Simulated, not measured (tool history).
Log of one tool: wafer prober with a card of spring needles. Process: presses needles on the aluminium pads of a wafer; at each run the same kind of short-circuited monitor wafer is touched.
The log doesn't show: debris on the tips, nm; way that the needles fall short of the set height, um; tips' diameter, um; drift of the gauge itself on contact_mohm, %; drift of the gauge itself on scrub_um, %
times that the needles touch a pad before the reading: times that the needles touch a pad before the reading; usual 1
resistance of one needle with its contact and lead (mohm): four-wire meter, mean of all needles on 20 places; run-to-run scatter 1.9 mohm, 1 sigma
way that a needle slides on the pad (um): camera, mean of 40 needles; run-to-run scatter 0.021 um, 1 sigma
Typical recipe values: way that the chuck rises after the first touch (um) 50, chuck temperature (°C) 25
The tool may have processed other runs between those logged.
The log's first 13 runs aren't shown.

run	hour	way that the chuck rises after the first touch (um)	chuck temperature (°C)	times that the needles touch a pad before the reading	touches since the tips were cleaned	cleanings since the card got new needles	touches since the first contact's height was set	resistance of one needle with its contact and lead (mohm)	way that a needle slides on the pad (um)
# hour 132.8: tips cleaned on abrasive film
14	135.2	50	25	1	1056	20	122573	261	6.72
15	144.4	50	25	1	5176	20	126693	335	6.74
# hour 145.3: tips cleaned on abrasive film
16	155.5	50	25	1	4536	21	131620	324	6.7
# hour 157.9: tips cleaned on abrasive film
17	163.8	50	71	1	2645	22	135317	308	6.72
# hour 170.9: tips cleaned on abrasive film
18	175.8	50	71	1	2218	23	140622	302	6.69
# hour 183.8: tips cleaned on abrasive film
19	184.3	50	36	1	206	24	144365	222	6.66
20	194.7	50	36	1	4867	24	149026	333	6.64
# hour 196.3: tips cleaned on abrasive film
21	201.3	50	36	1	2250	25	151940	297	6.64
# hour 209.5: tips cleaned on abrasive film
22	210.6	65	37	2	481	26	156037	207	8.76
# hour 222.5: tips cleaned on abrasive film
23	224.4	53	29	1	854	27	162199	243	7.04
# hour 235.3: tips cleaned on abrasive film
24	235.3	53	29	1	0	28	166999	207	7.05
25	245.7	39	25	1	4640	28	171639	432	5.08
# hour 248.6: tips cleaned on abrasive film
26	259.4	39	25	1	4798	29	177720	436	5.06
# hour 261.2: tips cleaned on abrasive film
27	272.7	37	47	2	5157	30	183666	373	4.76
# hour 273.9: tips cleaned on abrasive film
28	281.7	53	56	2	3465	31	187623	269	6.98
# hour 287.3: tips cleaned on abrasive film
29	294.2	53	56	2	3110	32	193183	266	6.96
# hour 300.2: tips cleaned on abrasive film
30	300.2	50	78	2	0	33	195825	220	6.52

Below are 4 alternative next runs, each starting from the tool's condition after run 30. Predict each:
A	308.7	36	78	2	3809	33	199634	?	?
B	308.7	63	39	2	3809	33	199634	?	?
C	308.7	50	31	2	3809	33	199634	?	?
D	308.7	60	45	1	3809	33	199634	?	?

run	resistance of one needle with its contact and lead (mohm)	way that a needle slides on the pad (um)
A	368	4.6
B	246	8.37
C	284	6.58
D	298	7.93
Take away the tool's hidden state, keep each run's random variation, and the runs would have read:
run	resistance of one needle with its contact and lead (mohm)	way that a needle slides on the pad (um)
A	214	5.03
B	191	8.8
C	197	7.02
D	198	8.36

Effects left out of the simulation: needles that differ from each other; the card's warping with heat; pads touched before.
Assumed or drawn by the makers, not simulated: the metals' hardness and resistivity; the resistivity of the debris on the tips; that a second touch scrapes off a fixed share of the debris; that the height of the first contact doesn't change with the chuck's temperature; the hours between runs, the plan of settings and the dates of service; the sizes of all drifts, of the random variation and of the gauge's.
